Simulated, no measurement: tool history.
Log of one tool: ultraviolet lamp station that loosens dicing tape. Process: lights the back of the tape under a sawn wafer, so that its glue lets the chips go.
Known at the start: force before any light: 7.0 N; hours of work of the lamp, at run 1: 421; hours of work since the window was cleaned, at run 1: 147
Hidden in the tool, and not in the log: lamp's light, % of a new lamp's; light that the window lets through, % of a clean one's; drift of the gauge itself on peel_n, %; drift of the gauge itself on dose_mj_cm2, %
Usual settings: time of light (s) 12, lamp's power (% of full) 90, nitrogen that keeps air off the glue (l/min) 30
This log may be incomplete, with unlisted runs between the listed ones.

run   hour  time of light (s)  lamp's power (% of full)  nitrogen that keeps air off the glue (l/min)  hours of work of the lamp  hours of work since the window was cleaned  force that peels the tape off (N)  light that reached the tape (J/m2)
  1      0                 12                        90                                            30                        421                                         147                              0.611                                5230
  2   44.5                 12                        90                                            15                        456                                         182                              1.006                                5300
  3   82.9                 12                        90                                            30                        486                                         212                              0.637                                5280
  4  121.9                 12                        90                                            30                        517                                         242                              0.616                                5280
  5  150.2                 12                        90                                            30                        539                                         265                              0.623                                5310
  6  184.3                 12                        90                                            34                        566                                         291                              0.573                                5290
  7  227.6                 12                        90                                            34                        600                                         325                              0.586                                5270
  8  259.6                 19                        69                                            34                        625                                         350                              0.401                                6410
  9  299.3                 12                        74                                            39                        656                                         382                              0.778                                4350
 10  323.1                 13                        90                                            15                        675                                         400                              0.858                                5750
 11  356.1                 13                        90                                            15                        701                                         426                              0.832                                5720
     362.7  -- window cleaned of glue's vapour
 12  377.8                  8                        98                                            30                        717                                          12                              1.136                                3830

3 options for the next run, each taken on its own from the tool as it stands now. Forecast them:
  A  409.9                 15                        64                                            47                        743                                          37                                  ?                                   ?
  B  409.9                 13                        98                                            39                        743                                          37                                  ?                                   ?
  C  409.9                 10                        87                                            27                        743                                          37                                  ?                                   ?

run  force that peels the tape off (N)  light that reached the tape (J/m2)
  A                              0.594                                4690
  B                              0.387                                6250
  C                              0.991                                4320
The same runs, with their run-to-run variation unchanged, on a tool lacking any hidden condition would have given:
run  force that peels the tape off (N)  light that reached the tape (J/m2)
  A                              0.592                                4700
  B                              0.386                                6260
  C                              0.988                                4330
